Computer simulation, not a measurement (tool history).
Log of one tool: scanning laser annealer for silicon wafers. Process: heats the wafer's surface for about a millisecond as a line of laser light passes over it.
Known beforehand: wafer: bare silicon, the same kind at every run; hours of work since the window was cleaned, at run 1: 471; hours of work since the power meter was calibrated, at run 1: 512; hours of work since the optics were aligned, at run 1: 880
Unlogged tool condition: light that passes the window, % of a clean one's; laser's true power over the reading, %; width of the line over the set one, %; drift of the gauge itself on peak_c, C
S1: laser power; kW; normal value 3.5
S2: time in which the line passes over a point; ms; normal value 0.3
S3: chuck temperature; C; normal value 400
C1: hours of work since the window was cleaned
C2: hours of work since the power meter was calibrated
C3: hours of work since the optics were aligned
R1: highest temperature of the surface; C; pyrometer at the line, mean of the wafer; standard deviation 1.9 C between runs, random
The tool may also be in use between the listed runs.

run,hour,S1,S2,S3,C1,C2,C3,R1
1,0,3.5,0.3,400,471,512,880,1193
2,22.6,3.5,0.3,400,481,522,890,1190
3,59.2,3.5,0.3,400,497,538,907,1191
4,93.4,3.5,0.3,400,513,554,922,1190
5,122.3,3.5,0.3,400,526,566,935,1191
6,156,3.5,0.3,400,540,581,950,1187
7,176.5,3.5,0.3,400,550,591,959,1188
8,209.6,3.5,0.3,400,564,605,974,1187
9,238.6,3.5,0.3,400,577,618,986,1187
10,256.6,3.189,0.242,400,585,626,994,1023
11,293,3.006,0.22,400,601,642,1011,948
12,327.9,3.5,0.378,400,617,658,1026,1300
13,355.3,3.5,0.378,400,629,670,1038,1296
14,393.6,3.26,0.22,432,646,687,1055,1036
15,417.5,3.243,0.347,394,657,698,1066,1171
16,454.3,3.243,0.304,379,673,714,1082,1102
17,484.1,3.243,0.304,379,686,727,1095,1103
18,504.5,3.5,0.234,389,695,736,1105,1070

Each row is a separate what-if for the run after 18, all from the same tool condition, not one after another. Results?
A,530.8,3.837,0.28,432,707,748,1116,?
B,530.8,3.5,0.26,389,707,748,1116,?
C,530.8,3.123,0.364,389,707,748,1116,?
D,530.8,3.489,0.3,400,707,748,1116,?
E,530.8,3.84,0.352,434,707,748,1116,?

run,R1
A,1274
B,1111
C,1154
D,1181
E,1394
With the hidden condition removed and each run's random variation left untouched, the same runs would have given:
run,R1
A,1304
B,1138
C,1182
D,1209
E,1429

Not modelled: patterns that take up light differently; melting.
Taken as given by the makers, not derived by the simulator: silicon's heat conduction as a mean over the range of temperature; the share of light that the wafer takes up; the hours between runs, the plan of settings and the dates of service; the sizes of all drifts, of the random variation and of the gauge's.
